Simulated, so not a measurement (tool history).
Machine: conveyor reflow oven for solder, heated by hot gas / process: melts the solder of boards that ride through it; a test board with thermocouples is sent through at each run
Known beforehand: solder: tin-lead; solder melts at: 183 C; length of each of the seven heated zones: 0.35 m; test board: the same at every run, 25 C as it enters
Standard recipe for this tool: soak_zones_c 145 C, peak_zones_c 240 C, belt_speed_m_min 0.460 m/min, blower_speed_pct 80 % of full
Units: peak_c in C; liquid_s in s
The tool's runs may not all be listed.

Run 1, hour 0.0: usual settings. Result: peak_c 224.7 C, liquid_s 78.1 s.
Run 2, hour 12.4: usual settings. Result: peak_c 224.6 C, liquid_s 77.8 s.
Run 3, hour 18.9: usual settings but soak_zones_c 138 C. Result: peak_c 222.5 C, liquid_s 73.6 s.
Run 4, hour 27.5: usual settings but soak_zones_c 138 C. Result: peak_c 222.9 C, liquid_s 73.7 s.
Run 5, hour 39.5: usual settings but soak_zones_c 138 C. Result: peak_c 223.1 C, liquid_s 74.2 s.
Run 6, hour 52.7: usual settings but peak_zones_c 236 C. Result: peak_c 220.6 C, liquid_s 75.3 s.
Run 7, hour 67.0: usual settings but peak_zones_c 236 C. Result: peak_c 221.0 C, liquid_s 74.6 s.
Run 8, hour 75.4: usual settings but soak_zones_c 139 C. Result: peak_c 223.1 C, liquid_s 74.4 s.
Run 9, hour 84.9: usual settings but soak_zones_c 136 C, blower_speed_pct 74 % of full. Result: peak_c 222.1 C, liquid_s 71.9 s.
Run 10, hour 92.2: usual settings but soak_zones_c 143 C, belt_speed_m_min 0.390 m/min, blower_speed_pct 50 % of full. Result: peak_c 224.5 C, liquid_s 91.7 s.
Run 11, hour 106.2: usual settings but soak_zones_c 143 C, belt_speed_m_min 0.390 m/min, blower_speed_pct 50 % of full. Result: peak_c 224.2 C, liquid_s 92.0 s.
Run 12, hour 121.1: usual settings but soak_zones_c 143 C, belt_speed_m_min 0.390 m/min, blower_speed_pct 50 % of full. Result: peak_c 224.8 C, liquid_s 91.0 s.
Run 13, hour 135.9: usual settings but soak_zones_c 143 C, belt_speed_m_min 0.390 m/min, blower_speed_pct 50 % of full. Result: peak_c 224.6 C, liquid_s 91.3 s.
Run 14, hour 145.1: usual settings but belt_speed_m_min 0.510 m/min, blower_speed_pct 64 % of full. Result: peak_c 217.5 C, liquid_s 64.4 s.
Run 15, hour 157.7: usual settings but peak_zones_c 251 C, belt_speed_m_min 0.389 m/min. Result: peak_c 238.2 C, liquid_s 102.9 s.
Run 16, hour 167.8: usual settings but peak_zones_c 251 C, belt_speed_m_min 0.389 m/min. Result: peak_c 237.9 C, liquid_s 102.9 s.

Table of differences, measured result less the result of that run with no hidden state. Run-to-run variation is the same in both. Gauge scatter possibly is not:
Unlogged tool condition in this case: heat that the gas passes to the board, % of a clean oven's; belt's true speed, % of the reading; true gas temperature in zones 6 and 7 over the reading, C; drift of the gauge itself on peak_c, C; drift of the gauge itself on liquid_s, %.
run  peak_c  liquid_s
  1    -1.5      -0.9
  2    -1.5      -0.9
  3    -1.6      -1.1
  4    -1.6      -1.1
  5    -1.7      -1.2
  6    -1.7      -1.2
  7    -1.7      -1.3
  8    -1.8      -1.3
  9    -1.8      -1.5
 10    -1.5      -1.2
 11    -1.6      -1.2
 12    -1.6      -1.2
 13    -1.7      -1.2
 14    -2.1      -1.6
 15    -1.9      -0.6
 16    -1.9      -0.6
